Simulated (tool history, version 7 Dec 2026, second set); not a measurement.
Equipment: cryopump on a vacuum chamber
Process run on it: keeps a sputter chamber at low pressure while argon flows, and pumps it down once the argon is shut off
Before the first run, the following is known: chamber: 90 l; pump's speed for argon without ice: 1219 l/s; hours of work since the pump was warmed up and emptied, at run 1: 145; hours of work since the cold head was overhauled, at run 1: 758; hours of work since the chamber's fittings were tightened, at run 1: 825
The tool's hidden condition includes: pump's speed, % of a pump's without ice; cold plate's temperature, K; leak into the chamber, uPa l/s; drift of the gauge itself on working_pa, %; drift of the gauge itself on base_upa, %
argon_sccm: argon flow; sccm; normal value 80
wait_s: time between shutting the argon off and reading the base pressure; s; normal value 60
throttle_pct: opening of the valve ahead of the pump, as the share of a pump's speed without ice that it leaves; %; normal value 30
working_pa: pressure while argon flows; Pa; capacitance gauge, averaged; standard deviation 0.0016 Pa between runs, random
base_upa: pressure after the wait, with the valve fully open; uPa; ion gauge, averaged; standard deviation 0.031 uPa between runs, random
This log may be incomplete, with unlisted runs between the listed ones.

run	day	argon_sccm	wait_s	throttle_pct	hours of work since the pump was warmed up and emptied	hours of work since the cold head was overhauled	hours of work since the chamber's fittings were tightened	working_pa	base_upa
1	0.000	80	60	30	145	758	825	0.3782	2.20
2	2.492	80	60	30	183	796	864	0.3773	2.21
3	4.400	80	60	30	213	826	893	0.3782	2.25
4	7.204	80	60	30	255	869	936	0.3831	2.23
5	10.008	80	60	30	298	911	979	0.3857	2.34
6	11.600	80	60	30	323	936	1003	0.3865	2.30
7	14.129	80	60	30	361	974	1042	0.3848	2.31
8	17.108	103	60	30	407	1020	1087	0.5046	2.45
9	20.221	80	78	30	455	1068	1135	0.3948	2.25
10	21.779	80	60	30	478	1092	1159	0.3979	2.54
11	24.621	80	60	30	522	1135	1202	0.3994	2.62
12	26.833	80	60	45	556	1169	1236	0.2786	2.70
# day 27.979: pump warmed up, emptied and cooled again
13	28.525	80	60	45	8	1192	1259	0.2502	2.36
14	30.871	52	60	30	44	1227	1295	0.2424	2.43
15	32.625	80	60	48	71	1254	1322	0.2385	2.46
16	35.112	80	60	48	109	1292	1360	0.2387	2.49
17	37.938	80	60	48	152	1336	1403	0.2403	2.62
18	40.488	80	60	54	191	1375	1442	0.2165	2.50
19	42.329	80	60	54	220	1403	1470	0.2184	2.65
20	44.996	50	47	19	260	1444	1511	0.3779	3.04
21	47.279	88	82	30	295	1479	1546	0.4308	2.46
22	50.446	88	82	30	344	1527	1594	0.4289	2.49
23	52.796	158	22	54	380	1563	1630	0.4509	5.12
24	54.529	151	90	47	406	1590	1657	0.4945	2.42
25	56.662	80	81	30	439	1622	1689	0.3952	2.54
26	59.121	80	65	30	477	1660	1727	0.3995	2.95
27	60.825	54	128	30	503	1686	1753	0.2699	2.33
28	63.008	54	128	30	536	1719	1786	0.2748	2.38
# day 65.442: pump warmed up, emptied and cooled again
29	65.783	54	152	24	5	1759	1826	0.3141	1.95
30	68.871	149	263	39	53	1806	1873	0.5359	1.68
31	70.888	149	263	39	83	1837	1904	0.5410	1.76
32	72.208	149	263	39	104	1857	1924	0.5375	1.76

What differs in the tool's unlogged condition from the final listed run ahead of each entry between runs to the first listed run following it?
Run 12 -> run 13: pump warmed up, emptied and cooled again (day 27.979)
  pump's speed, % of a pump's without ice: 78.2 -> 99.2; cold plate's temperature, K: 12.55 -> 12.56; leak into the chamber, uPa l/s: 1216 -> 1232
  what was measured, less what the result would be without the hidden state, working_pa: +0.0324 -> +0.0022 Pa; base_upa: +1.05 -> +0.78 uPa
Run 28 -> run 29: pump warmed up, emptied and cooled again (day 65.442)
  pump's speed, % of a pump's without ice: 77.7 -> 99.8; cold plate's temperature, K: 12.76 -> 12.77; leak into the chamber, uPa l/s: 1605 -> 1635
  what was measured, less what the result would be without the hidden state, working_pa: +0.0232 -> +0.0013 Pa; base_upa: +1.48 -> +1.13 uPa

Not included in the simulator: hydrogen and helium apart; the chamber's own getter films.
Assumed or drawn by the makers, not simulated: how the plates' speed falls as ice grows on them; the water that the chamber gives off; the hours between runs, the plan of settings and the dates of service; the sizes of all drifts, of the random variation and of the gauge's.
